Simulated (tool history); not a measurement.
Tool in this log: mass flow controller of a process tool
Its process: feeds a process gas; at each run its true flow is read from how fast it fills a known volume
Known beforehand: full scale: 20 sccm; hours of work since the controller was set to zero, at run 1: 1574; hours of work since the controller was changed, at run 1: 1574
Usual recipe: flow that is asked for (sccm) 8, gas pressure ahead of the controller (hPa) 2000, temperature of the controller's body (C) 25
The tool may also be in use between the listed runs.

run    hour  flow that is asked for (sccm)  gas pressure ahead of the controller (hPa)  temperature of the controller's body (C)  hours of work since the controller was set to zero  hours of work since the controller was changed  true flow (%)
  1       0                              8                                        2000                                        25                                                1574                                            1574          98.57
  2   201.3                              8                                        2000                                        20                                                1689                                            1689          98.09
  3   436.8                              8                                        2000                                        23                                                1824                                            1824          97.92
  4   651.4                              4                                        2000                                        25                                                1947                                            1947          97.23
  5   828.7                              8                                        2600                                        25                                                2049                                            2049          96.99
  6  1025.5                              8                                        1400                                        25                                                2162                                            2162          97.63
  7  1202.5                              8                                        2000                                        25                                                2263                                            2263          97.06
  8  1432.8                              8                                        2000                                        25                                                2396                                            2396          96.58
  9  1549.1                              8                                        2000                                        25                                                2462                                            2462          96.49
 10  1736.7                              8                                        2000                                        25                                                2570                                            2570          96.13
 11  1886.8                              8                                        2610                                        25                                                2656                                            2656          95.65
     2055.1  -- gauge calibrated
 12  2093.5                              8                                        2000                                        25                                                2775                                            2775          98.48
 13    2242                              8                                        2000                                        25                                                2860                                            2860          98.26
 14  2372.2                              8                                        2000                                        21                                                2934                                            2934          98.04
 15  2583.6                              8                                        2000                                        21                                                3056                                            3056          97.67
 16  2758.7                              8                                        2000                                        23                                                3156                                            3156          97.46
 17  2940.2                              3                                        2000                                        25                                                3260                                            3260          96.87
 18  3165.4                              3                                        2000                                        25                                                3389                                            3389          96.46
 19  3387.1                              3                                        2000                                        25                                                3516                                            3516          96.04
 20  3564.4                             17                                        2350                                        27                                                3618                                            3618          97.39
 21  3779.5                             17                                        2350                                        30                                                3742                                            3742          97.09
 22  3874.9                             17                                        1480                                        30                                                3796                                            3796          97.65
 23    4035                             16                                        1820                                        25                                                3888                                            3888          96.93
 24    4243                             16                                        1820                                        25                                                4007                                            4007          96.59
 25  4463.3                             16                                        1820                                        25                                                4134                                            4134          96.43
 26  4643.7                              3                                        1820                                        37                                                4237                                            4237          94.93
 27    4781                             13                                        1490                                        37                                                4316                                            4316          95.96
 28  4926.3                             13                                        1490                                        37                                                4399                                            4399          95.92
 29  5098.5                             15                                        1480                                        37                                                4498                                            4498          95.79
 30  5280.5                             11                                        2330                                        27                                                4602                                            4602          94.22
       5327  -- gauge calibrated
 31  5416.1                             11                                        2330                                        27                                                4680                                            4680          98.45

Had the tool no unlogged condition, and each run kept its random variation, what would the results have been?
Hidden conditions of the tool in this case: flow at rest that the sensor doesn't see, % of full scale; true flow over the shown one, %; drift of the gauge itself on true_pct, %.
run  true flow (%)
  1          98.58
  2          98.37
  3          98.53
  4          98.13
  5          98.14
  6          99.06
  7          98.73
  8          98.57
  9          98.64
 10          98.54
 11          98.25
 12          98.54
 13          98.53
 14          98.49
 15          98.41
 16          98.44
 17          98.11
 18             98
 19          97.89
 20          99.51
 21          99.51
 22         100.21
 23          99.71
 24          99.65
 25          99.81
 26          98.53
 27          99.78
 28          99.95
 29         100.07
 30           98.7
 31          98.59
